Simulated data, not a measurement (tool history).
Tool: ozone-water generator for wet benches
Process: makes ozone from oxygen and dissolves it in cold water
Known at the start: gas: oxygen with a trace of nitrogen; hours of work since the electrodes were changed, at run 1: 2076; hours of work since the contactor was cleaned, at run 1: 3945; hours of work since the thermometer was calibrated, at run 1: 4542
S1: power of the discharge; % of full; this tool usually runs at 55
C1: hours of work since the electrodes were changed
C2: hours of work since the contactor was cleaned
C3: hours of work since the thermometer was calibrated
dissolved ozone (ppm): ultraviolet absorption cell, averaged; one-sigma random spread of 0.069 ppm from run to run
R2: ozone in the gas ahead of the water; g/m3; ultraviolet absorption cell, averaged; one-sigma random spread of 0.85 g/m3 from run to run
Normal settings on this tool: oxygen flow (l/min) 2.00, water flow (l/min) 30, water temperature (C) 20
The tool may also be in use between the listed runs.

{"run": 1, "hour": 0.0, "S1": 55, "oxygen flow (l/min)": 2.0, "water flow (l/min)": 30, "water temperature (C)": 20, "C1": 2076, "C2": 3945, "C3": 4542, "dissolved ozone (ppm)": 5.84, "R2": 137.5}
{"run": 2, "hour": 209.0, "S1": 56, "oxygen flow (l/min)": 2.0, "water flow (l/min)": 30, "water temperature (C)": 20, "C1": 2206, "C2": 4075, "C3": 4672, "dissolved ozone (ppm)": 5.7, "R2": 138.7}
{"run": 3, "hour": 343.7, "S1": 56, "oxygen flow (l/min)": 2.0, "water flow (l/min)": 30, "water temperature (C)": 20, "C1": 2290, "C2": 4159, "C3": 4756, "dissolved ozone (ppm)": 5.73, "R2": 139.1}
{"run": 4, "hour": 445.1, "S1": 55, "oxygen flow (l/min)": 2.0, "water flow (l/min)": 30, "water temperature (C)": 20, "C1": 2353, "C2": 4222, "C3": 4819, "dissolved ozone (ppm)": 5.52, "R2": 136.8}
{"run": 5, "hour": 581.4, "S1": 55, "oxygen flow (l/min)": 2.0, "water flow (l/min)": 30, "water temperature (C)": 20, "C1": 2438, "C2": 4307, "C3": 4904, "dissolved ozone (ppm)": 5.53, "R2": 136.7}
{"run": 6, "hour": 675.2, "S1": 55, "oxygen flow (l/min)": 2.0, "water flow (l/min)": 30, "water temperature (C)": 20, "C1": 2497, "C2": 4365, "C3": 4963, "dissolved ozone (ppm)": 5.54, "R2": 138.7}
{"run": 7, "hour": 886.6, "S1": 55, "oxygen flow (l/min)": 2.0, "water flow (l/min)": 30, "water temperature (C)": 20, "C1": 2628, "C2": 4497, "C3": 5094, "dissolved ozone (ppm)": 5.68, "R2": 137.6}
{"run": 8, "hour": 1023.4, "S1": 55, "oxygen flow (l/min)": 3.15, "water flow (l/min)": 30, "water temperature (C)": 20, "C1": 2714, "C2": 4582, "C3": 5180, "dissolved ozone (ppm)": 6.36, "R2": 108.4}
{"run": 9, "hour": 1223.6, "S1": 55, "oxygen flow (l/min)": 2.0, "water flow (l/min)": 30, "water temperature (C)": 20, "C1": 2838, "C2": 4707, "C3": 5304, "dissolved ozone (ppm)": 5.52, "R2": 137.0}
{"hour": 1382.2, "done": "water thermometer calibrated"}
{"run": 10, "hour": 1428.1, "S1": 55, "oxygen flow (l/min)": 2.0, "water flow (l/min)": 30, "water temperature (C)": 20, "C1": 2966, "C2": 4834, "C3": 29, "dissolved ozone (ppm)": 5.63, "R2": 139.2}
{"run": 11, "hour": 1615.8, "S1": 55, "oxygen flow (l/min)": 2.0, "water flow (l/min)": 30, "water temperature (C)": 21, "C1": 3083, "C2": 4951, "C3": 146, "dissolved ozone (ppm)": 5.53, "R2": 137.9}
{"run": 12, "hour": 1710.6, "S1": 55, "oxygen flow (l/min)": 2.63, "water flow (l/min)": 30, "water temperature (C)": 20, "C1": 3142, "C2": 5010, "C3": 205, "dissolved ozone (ppm)": 6.01, "R2": 119.2}
{"run": 13, "hour": 1903.2, "S1": 55, "oxygen flow (l/min)": 2.63, "water flow (l/min)": 30, "water temperature (C)": 20, "C1": 3262, "C2": 5130, "C3": 325, "dissolved ozone (ppm)": 6.03, "R2": 118.4}
{"run": 14, "hour": 2109.2, "S1": 55, "oxygen flow (l/min)": 2.42, "water flow (l/min)": 30, "water temperature (C)": 20, "C1": 3390, "C2": 5259, "C3": 453, "dissolved ozone (ppm)": 5.86, "R2": 124.5}
{"run": 15, "hour": 2305.6, "S1": 55, "oxygen flow (l/min)": 2.42, "water flow (l/min)": 30, "water temperature (C)": 20, "C1": 3512, "C2": 5381, "C3": 575, "dissolved ozone (ppm)": 5.95, "R2": 124.9}
{"run": 16, "hour": 2474.2, "S1": 55, "oxygen flow (l/min)": 2.42, "water flow (l/min)": 30, "water temperature (C)": 20, "C1": 3617, "C2": 5486, "C3": 680, "dissolved ozone (ppm)": 5.91, "R2": 124.3}
{"run": 17, "hour": 2573.6, "S1": 58, "oxygen flow (l/min)": 2.72, "water flow (l/min)": 19, "water temperature (C)": 21, "C1": 3679, "C2": 5548, "C3": 742, "dissolved ozone (ppm)": 9.68, "R2": 121.5}
{"run": 18, "hour": 2748.0, "S1": 58, "oxygen flow (l/min)": 2.72, "water flow (l/min)": 19, "water temperature (C)": 21, "C1": 3788, "C2": 5657, "C3": 851, "dissolved ozone (ppm)": 9.82, "R2": 122.2}
{"run": 19, "hour": 2959.4, "S1": 44, "oxygen flow (l/min)": 1.88, "water flow (l/min)": 30, "water temperature (C)": 16, "C1": 3920, "C2": 5788, "C3": 983, "dissolved ozone (ppm)": 4.76, "R2": 115.6}
{"run": 20, "hour": 3150.7, "S1": 86, "oxygen flow (l/min)": 2.0, "water flow (l/min)": 30, "water temperature (C)": 18, "C1": 4039, "C2": 5907, "C3": 1102, "dissolved ozone (ppm)": 8.45, "R2": 204.5}
{"hour": 3174.5, "done": "contactor cleaned"}
{"run": 21, "hour": 3357.0, "S1": 66, "oxygen flow (l/min)": 2.0, "water flow (l/min)": 30, "water temperature (C)": 27, "C1": 4165, "C2": 114, "C3": 1228, "dissolved ozone (ppm)": 6.35, "R2": 160.6}
{"run": 22, "hour": 3472.1, "S1": 55, "oxygen flow (l/min)": 2.0, "water flow (l/min)": 30, "water temperature (C)": 16, "C1": 4237, "C2": 185, "C3": 1300, "dissolved ozone (ppm)": 5.6, "R2": 137.5}
{"run": 23, "hour": 3669.3, "S1": 55, "oxygen flow (l/min)": 2.0, "water flow (l/min)": 30, "water temperature (C)": 16, "C1": 4360, "C2": 308, "C3": 1423, "dissolved ozone (ppm)": 5.78, "R2": 138.7}
{"run": 24, "hour": 3776.3, "S1": 55, "oxygen flow (l/min)": 2.0, "water flow (l/min)": 30, "water temperature (C)": 16, "C1": 4426, "C2": 375, "C3": 1489, "dissolved ozone (ppm)": 5.67, "R2": 136.2}
{"run": 25, "hour": 3899.6, "S1": 55, "oxygen flow (l/min)": 2.0, "water flow (l/min)": 30, "water temperature (C)": 16, "C1": 4503, "C2": 452, "C3": 1566, "dissolved ozone (ppm)": 5.69, "R2": 136.7}
{"run": 26, "hour": 3989.3, "S1": 55, "oxygen flow (l/min)": 3.25, "water flow (l/min)": 25, "water temperature (C)": 20, "C1": 4559, "C2": 508, "C3": 1622, "dissolved ozone (ppm)": 7.45, "R2": 105.7}
{"run": 27, "hour": 4161.8, "S1": 71, "oxygen flow (l/min)": 2.47, "water flow (l/min)": 27, "water temperature (C)": 23, "C1": 4667, "C2": 615, "C3": 1730, "dissolved ozone (ppm)": 8.19, "R2": 155.2}
{"run": 28, "hour": 4380.5, "S1": 71, "oxygen flow (l/min)": 2.9, "water flow (l/min)": 27, "water temperature (C)": 23, "C1": 4803, "C2": 751, "C3": 1866, "dissolved ozone (ppm)": 8.28, "R2": 140.9}
{"run": 29, "hour": 4526.6, "S1": 55, "oxygen flow (l/min)": 2.0, "water flow (l/min)": 25, "water temperature (C)": 20, "C1": 4894, "C2": 842, "C3": 1957, "dissolved ozone (ppm)": 6.85, "R2": 137.6}
{"run": 30, "hour": 4626.4, "S1": 68, "oxygen flow (l/min)": 2.0, "water flow (l/min)": 18, "water temperature (C)": 12, "C1": 4956, "C2": 905, "C3": 2019, "dissolved ozone (ppm)": 12.27, "R2": 167.1}
{"run": 31, "hour": 4724.4, "S1": 68, "oxygen flow (l/min)": 2.0, "water flow (l/min)": 18, "water temperature (C)": 12, "C1": 5017, "C2": 966, "C3": 2080, "dissolved ozone (ppm)": 12.22, "R2": 165.3}
{"run": 32, "hour": 4864.0, "S1": 89, "oxygen flow (l/min)": 1.14, "water flow (l/min)": 45, "water temperature (C)": 19, "C1": 5104, "C2": 1053, "C3": 2167, "dissolved ozone (ppm)": 4.41, "R2": 283.6}

Branching from run 32: 4 alternative next runs. What would each branch give?
{"run": "A", "hour": 5071.9, "S1": 89, "oxygen flow (l/min)": 1.14, "water flow (l/min)": 45, "water temperature (C)": 12, "C1": 5234, "C2": 1182, "C3": 2297, "dissolved ozone (ppm)": "?", "R2": "?"}
{"run": "B", "hour": 5071.9, "S1": 55, "oxygen flow (l/min)": 1.32, "water flow (l/min)": 30, "water temperature (C)": 20, "C1": 5234, "C2": 1182, "C3": 2297, "dissolved ozone (ppm)": "?", "R2": "?"}
{"run": "C", "hour": 5071.9, "S1": 65, "oxygen flow (l/min)": 2.0, "water flow (l/min)": 30, "water temperature (C)": 20, "C1": 5234, "C2": 1182, "C3": 2297, "dissolved ozone (ppm)": "?", "R2": "?"}
{"run": "D", "hour": 5071.9, "S1": 55, "oxygen flow (l/min)": 2.0, "water flow (l/min)": 30, "water temperature (C)": 14, "C1": 5234, "C2": 1182, "C3": 2297, "dissolved ozone (ppm)": "?", "R2": "?"}

run=A dissolved_ozone_(ppm)=4.51 R2=284.0
run=B dissolved_ozone_(ppm)=4.95 R2=172.7
run=C dissolved_ozone_(ppm)=6.46 R2=160.3
run=D dissolved_ozone_(ppm)=5.79 R2=137.2
Had the tool no hidden state, the same runs would have come out as:
run=A dissolved_ozone_(ppm)=4.53 R2=285.1
run=B dissolved_ozone_(ppm)=4.97 R2=173.1
run=C dissolved_ozone_(ppm)=6.48 R2=160.8
run=D dissolved_ozone_(ppm)=5.80 R2=137.5
